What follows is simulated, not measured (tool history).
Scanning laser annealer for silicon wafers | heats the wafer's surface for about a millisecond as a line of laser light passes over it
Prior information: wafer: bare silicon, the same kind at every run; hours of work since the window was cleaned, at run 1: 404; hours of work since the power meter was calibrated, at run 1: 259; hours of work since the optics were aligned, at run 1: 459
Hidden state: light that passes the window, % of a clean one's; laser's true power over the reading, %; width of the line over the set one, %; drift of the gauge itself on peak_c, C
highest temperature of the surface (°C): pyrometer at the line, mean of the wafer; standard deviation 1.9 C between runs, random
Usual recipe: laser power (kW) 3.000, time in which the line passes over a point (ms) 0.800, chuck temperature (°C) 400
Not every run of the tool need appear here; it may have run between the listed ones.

run,hour,laser power (kW),time in which the line passes over a point (ms),chuck temperature (°C),hours of work since the window was cleaned,hours of work since the power meter was calibrated,hours of work since the optics were aligned,highest temperature of the surface (°C)
1,0.0,3.000,0.800,400,404,259,459,1118
2,10.0,3.000,0.740,400,411,266,466,1094
3,19.4,3.038,0.800,400,418,273,473,1129
4,25.8,3.038,0.800,389,423,278,477,1117
5,34.4,3.170,0.800,400,429,284,484,1163
6,39.8,3.291,0.800,400,433,288,487,1190
7,47.7,3.291,0.800,400,438,293,493,1192
8,54.7,3.000,0.800,439,443,299,498,1151
9,65.6,3.000,0.800,400,451,306,506,1119
10,77.5,3.000,0.800,400,460,315,514,1117
11,89.5,3.000,0.800,400,468,323,523,1117
12,99.9,3.000,0.800,400,476,331,530,1118
13,108.9,3.000,0.800,400,482,337,537,1113
14,120.8,3.000,0.800,400,491,346,545,1118
15,126.2,3.000,0.800,400,495,350,549,1117
16,136.8,3.000,0.800,428,502,357,557,1140
17,144.6,3.000,0.800,428,508,363,562,1142
18,151.0,3.000,0.800,428,512,368,567,1143
19,163.3,3.000,0.800,428,521,376,576,1146
20,170.7,2.827,0.800,428,527,382,581,1097
21,177.6,2.827,0.800,428,532,387,586,1099
22,183.5,2.827,0.800,428,536,391,590,1101
23,192.5,2.619,0.800,424,542,397,597,1040
24,202.2,2.662,0.894,400,549,404,604,1062
25,208.5,2.972,0.894,392,554,409,608,1135
# hour 212.2: laser's power meter calibrated
26,219.4,2.833,0.895,410,559,5,614,1115
27,229.3,2.833,0.895,410,566,12,621,1118
28,236.2,2.743,0.895,399,571,17,626,1080
29,245.6,2.743,0.895,399,578,24,633,1079
30,251.9,2.743,0.895,399,583,28,637,1078
# hour 261.4: laser's power meter calibrated, once more
31,261.4,2.743,0.895,399,587,0,642,1078
32,270.1,2.743,0.895,399,594,6,648,1077
33,275.8,2.743,0.895,399,598,10,652,1076
34,287.0,3.000,0.679,400,606,18,660,1055
35,292.2,3.000,0.800,380,609,22,664,1090
36,298.5,3.000,0.800,380,614,27,669,1087
37,310.6,2.851,0.889,416,623,35,677,1118
38,315.8,2.851,0.889,416,626,39,681,1118
39,321.9,2.764,0.800,400,631,43,685,1048
40,332.7,3.084,0.883,428,638,51,693,1186

Measured minus without-hidden-state, run by run (identical run-to-run variation in each term; gauge scatter may differ):
run,highest temperature of the surface (°C)
1,-21
2,-20
3,-22
4,-22
5,-23
6,-25
7,-25
8,-23
9,-23
10,-24
11,-24
12,-25
13,-25
14,-25
15,-25
16,-26
17,-26
18,-26
19,-26
20,-25
21,-26
22,-25
23,-24
24,-26
25,-29
26,-28
27,-28
28,-27
29,-28
30,-28
31,-30
32,-31
33,-31
34,-30
35,-32
36,-32
37,-33
38,-33
39,-31
40,-37
